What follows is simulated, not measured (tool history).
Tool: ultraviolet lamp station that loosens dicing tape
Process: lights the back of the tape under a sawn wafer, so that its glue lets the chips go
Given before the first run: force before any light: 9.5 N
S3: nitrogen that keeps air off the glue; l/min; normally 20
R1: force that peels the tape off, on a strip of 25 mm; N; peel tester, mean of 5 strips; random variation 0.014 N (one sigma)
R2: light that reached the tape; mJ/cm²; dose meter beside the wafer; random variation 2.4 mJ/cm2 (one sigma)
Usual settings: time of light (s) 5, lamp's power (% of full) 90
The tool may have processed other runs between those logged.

{"run": 1, "day": 0.0, "time of light (s)": 5, "lamp's power (% of full)": 90, "S3": 20, "R1": 0.88, "R2": 235}
{"run": 2, "day": 0.2, "time of light (s)": 5, "lamp's power (% of full)": 90, "S3": 20, "R1": 0.907, "R2": 235}
{"run": 3, "day": 0.425, "time of light (s)": 5, "lamp's power (% of full)": 90, "S3": 20, "R1": 0.89, "R2": 240}
{"run": 4, "day": 0.775, "time of light (s)": 6, "lamp's power (% of full)": 90, "S3": 20, "R1": 0.61, "R2": 284}
{"run": 5, "day": 1.138, "time of light (s)": 6, "lamp's power (% of full)": 90, "S3": 20, "R1": 0.611, "R2": 286}
{"run": 6, "day": 1.388, "time of light (s)": 6, "lamp's power (% of full)": 90, "S3": 20, "R1": 0.604, "R2": 279}
{"run": 7, "day": 1.717, "time of light (s)": 5, "lamp's power (% of full)": 90, "S3": 20, "R1": 0.899, "R2": 236}
{"run": 8, "day": 2.079, "time of light (s)": 5, "lamp's power (% of full)": 90, "S3": 20, "R1": 0.931, "R2": 234}
{"day": 2.171, "done": "window cleaned of glue's vapour"}
{"run": 9, "day": 2.346, "time of light (s)": 5, "lamp's power (% of full)": 90, "S3": 20, "R1": 1.003, "R2": 228}
{"run": 10, "day": 2.521, "time of light (s)": 5, "lamp's power (% of full)": 90, "S3": 20, "R1": 0.96, "R2": 226}
{"run": 11, "day": 2.838, "time of light (s)": 5, "lamp's power (% of full)": 90, "S3": 20, "R1": 1.007, "R2": 223}
{"run": 12, "day": 3.162, "time of light (s)": 5, "lamp's power (% of full)": 98, "S3": 25, "R1": 0.744, "R2": 246}
{"run": 13, "day": 3.5, "time of light (s)": 2, "lamp's power (% of full)": 90, "S3": 19, "R1": 3.709, "R2": 91}
{"run": 14, "day": 3.817, "time of light (s)": 4, "lamp's power (% of full)": 77, "S3": 30, "R1": 1.599, "R2": 154}
{"day": 3.912, "done": "window cleaned of glue's vapour, once more"}
{"run": 15, "day": 4.008, "time of light (s)": 7, "lamp's power (% of full)": 63, "S3": 10, "R1": 1.284, "R2": 248}
{"run": 16, "day": 4.208, "time of light (s)": 7, "lamp's power (% of full)": 63, "S3": 10, "R1": 1.293, "R2": 244}
{"run": 17, "day": 4.454, "time of light (s)": 7, "lamp's power (% of full)": 90, "S3": 23, "R1": 0.393, "R2": 351}
{"run": 18, "day": 4.788, "time of light (s)": 5, "lamp's power (% of full)": 70, "S3": 20, "R1": 1.337, "R2": 195}
{"run": 19, "day": 5.183, "time of light (s)": 5, "lamp's power (% of full)": 70, "S3": 20, "R1": 1.321, "R2": 190}
{"run": 20, "day": 5.388, "time of light (s)": 5, "lamp's power (% of full)": 70, "S3": 20, "R1": 1.386, "R2": 190}
{"run": 21, "day": 5.671, "time of light (s)": 4, "lamp's power (% of full)": 69, "S3": 19, "R1": 1.979, "R2": 153}

Measured less the same run without the tool's hidden state. The same run-to-run variation is in both; the gauge's scatter may not be:
Hidden conditions of the tool in this case: lamp's light, % of a new lamp's; light that the window lets through, % of a clean one's; drift of the gauge itself on peel_n, %; drift of the gauge itself on dose_mj_cm2, %.
run=1 R1=+0.232 R2=-39
run=2 R1=+0.241 R2=-39
run=3 R1=+0.239 R2=-39
run=4 R1=+0.167 R2=-49
run=5 R1=+0.172 R2=-50
run=6 R1=+0.174 R2=-50
run=7 R1=+0.26 R2=-43
run=8 R1=+0.274 R2=-44
run=9 R1=+0.333 R2=-51
run=10 R1=+0.325 R2=-51
run=11 R1=+0.342 R2=-53
run=12 R1=+0.26 R2=-58
run=13 R1=+0.726 R2=-22
run=14 R1=+0.513 R2=-38
run=15 R1=+0.218 R2=-26
run=16 R1=+0.223 R2=-27
run=17 R1=+0.063 R2=-38
run=18 R1=+0.243 R2=-22
run=19 R1=+0.246 R2=-23
run=20 R1=+0.264 R2=-23
run=21 R1=+0.326 R2=-19

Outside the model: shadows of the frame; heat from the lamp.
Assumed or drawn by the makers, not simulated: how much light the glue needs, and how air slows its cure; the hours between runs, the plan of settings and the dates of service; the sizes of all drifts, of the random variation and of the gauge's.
